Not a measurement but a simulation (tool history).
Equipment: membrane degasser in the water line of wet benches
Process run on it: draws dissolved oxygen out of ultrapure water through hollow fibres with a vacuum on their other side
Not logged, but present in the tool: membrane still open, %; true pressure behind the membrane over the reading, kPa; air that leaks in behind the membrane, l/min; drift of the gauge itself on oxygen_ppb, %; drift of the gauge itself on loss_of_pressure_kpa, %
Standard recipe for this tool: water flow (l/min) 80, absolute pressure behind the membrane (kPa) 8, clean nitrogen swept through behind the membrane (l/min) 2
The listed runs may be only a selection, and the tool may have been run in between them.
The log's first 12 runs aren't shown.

run,day,water flow (l/min),absolute pressure behind the membrane (kPa),clean nitrogen swept through behind the membrane (l/min),hours since the membrane was changed,hours since the vacuum gauge was calibrated,hours since the vacuum lines were made tight,dissolved oxygen in the water behind the degasser (ppb),pressure that the water loses in the fibres (kPa)
13,94.658,80,9.32,2,4524,4204,532,682.1,61.5
14,99.854,93,8,2,4648,4329,657,755.4,71.53
15,104.112,80,8,2,4750,4431,759,604.9,61.91
# day 108.817: vacuum gauge calibrated
16,109.067,80,8,2,4869,6,877,585.7,61.72
17,114.842,80,9.34,2,5007,145,1016,681.5,61.71
18,124.708,80,9.34,2,5244,381,1253,695.4,61.92
19,133.388,80,9.34,2,5453,590,1461,696.5,62.5
20,139.879,119,8.33,2,5608,745,1617,1089.5,92.54
21,149.167,61,16.66,2.55,5831,968,1840,756.1,47.86
22,153.608,77,9.17,0.91,5938,1075,1946,974,60.38
23,159.329,66,15.17,0.91,6075,1212,2084,1425.3,51.31
24,167.292,86,12.57,0.86,6266,1403,2275,1518.7,67.82
25,173.017,86,12.57,0.86,6404,1541,2412,1545.5,67.76
26,177.546,86,14.03,1.2,6512,1649,2521,1445.1,67.67
27,184.279,80,8,3.44,6674,1811,2682,487.6,63.79
28,191.217,55,8,2,6840,1978,2849,356.4,43.76
29,199.883,80,5.29,1.01,7048,2186,3057,531.7,63.45
30,208.075,78,7.91,3.24,7245,2382,3253,482.4,62.35
31,212.4,78,7.91,3.24,7349,2486,3357,478.6,62.04
32,219.204,75,7.91,3.24,7512,2649,3520,457,59.84

4 options for the next run, each taken on its own from the tool as it stands now. Forecast them:
A,225.408,127,18.31,1.14,7661,2798,3669,?,?
B,225.408,76,7.72,2,7661,2798,3669,?,?
C,225.408,80,12.3,2,7661,2798,3669,?,?
D,225.408,48,10.09,1.01,7661,2798,3669,?,?

run,dissolved oxygen in the water behind the degasser (ppb),pressure that the water loses in the fibres (kPa)
A,2570.7,101.8
B,564.2,61.02
C,914,64.31
D,663.5,38.83
Stripped of hidden state, with their random variation kept, the same runs would have yielded:
run,dissolved oxygen in the water behind the degasser (ppb),pressure that the water loses in the fibres (kPa)
A,2455.4,92.12
B,486.4,55.24
C,835.4,58.21
D,632,35.16

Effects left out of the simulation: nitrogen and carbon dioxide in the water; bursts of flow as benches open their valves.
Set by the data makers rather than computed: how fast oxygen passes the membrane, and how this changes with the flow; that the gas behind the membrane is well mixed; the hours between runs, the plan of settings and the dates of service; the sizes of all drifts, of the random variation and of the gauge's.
